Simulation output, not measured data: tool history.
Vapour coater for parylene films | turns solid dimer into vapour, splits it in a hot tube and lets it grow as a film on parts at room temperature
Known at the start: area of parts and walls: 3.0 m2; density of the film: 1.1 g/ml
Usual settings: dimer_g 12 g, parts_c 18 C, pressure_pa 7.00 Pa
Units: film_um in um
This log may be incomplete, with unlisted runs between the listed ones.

run	hour	dimer_g	parts_c	pressure_pa	film_um
1	0.0	12	18	7.00	1.49
2	22.0	12	18	7.00	1.51
3	46.4	12	18	7.00	1.49
4	68.0	12	18	7.00	1.48
5	78.9	21	18	7.00	2.59
6	95.1	21	18	7.00	2.62
7	117.7	21	18	8.13	2.55
8	140.9	21	18	8.13	2.52
9	154.1	21	18	8.13	2.52
10	170.4	21	18	8.13	2.49
11	188.8	10	18	8.13	1.17
12	202.8	12	18	3.28	1.64
13	218.4	12	18	2.21	1.72
14	231.4	12	18	2.21	1.73
15	250.8	8	18	2.21	1.13
16	274.2	8	18	2.21	1.14
17	295.7	12	18	5.02	1.51
18	317.2	6	14	5.57	0.80
# hour 319.5: table's thermometer calibrated
19	329.0	12	18	10.21	1.35
20	349.0	12	18	10.21	1.35
21	371.3	7	18	10.21	0.79
22	390.9	7	18	10.21	0.77
# hour 408.8: table's thermometer calibrated, once more
23	418.4	7	18	10.21	0.77
24	437.8	7	18	10.21	0.78
25	457.7	7	18	10.21	0.78
26	479.7	14	30	8.95	1.24
27	501.3	7	28	9.16	0.63
28	517.8	11	18	7.00	1.28
29	533.1	11	18	7.00	1.28
30	551.1	21	14	3.74	2.85
# hour 556.8: trap's valve overhauled
31	574.8	13	30	2.33	1.58
32	594.9	12	20	2.03	1.83
33	610.8	12	20	8.90	1.49

Alternative continuations, all from the tool just after run 33; predict every row:
A	625.3	12	11	7.00	?
B	625.3	12	19	7.00	?
C	625.3	10	18	9.12	?
D	625.3	8	20	7.12	?
E	625.3	11	16	3.55	?

run	film_um
A	1.80
B	1.54
C	1.28
D	1.01
E	1.65
With no hidden state in the tool, these same runs would have given:
run	film_um
A	1.82
B	1.56
C	1.29
D	1.02
E	1.68
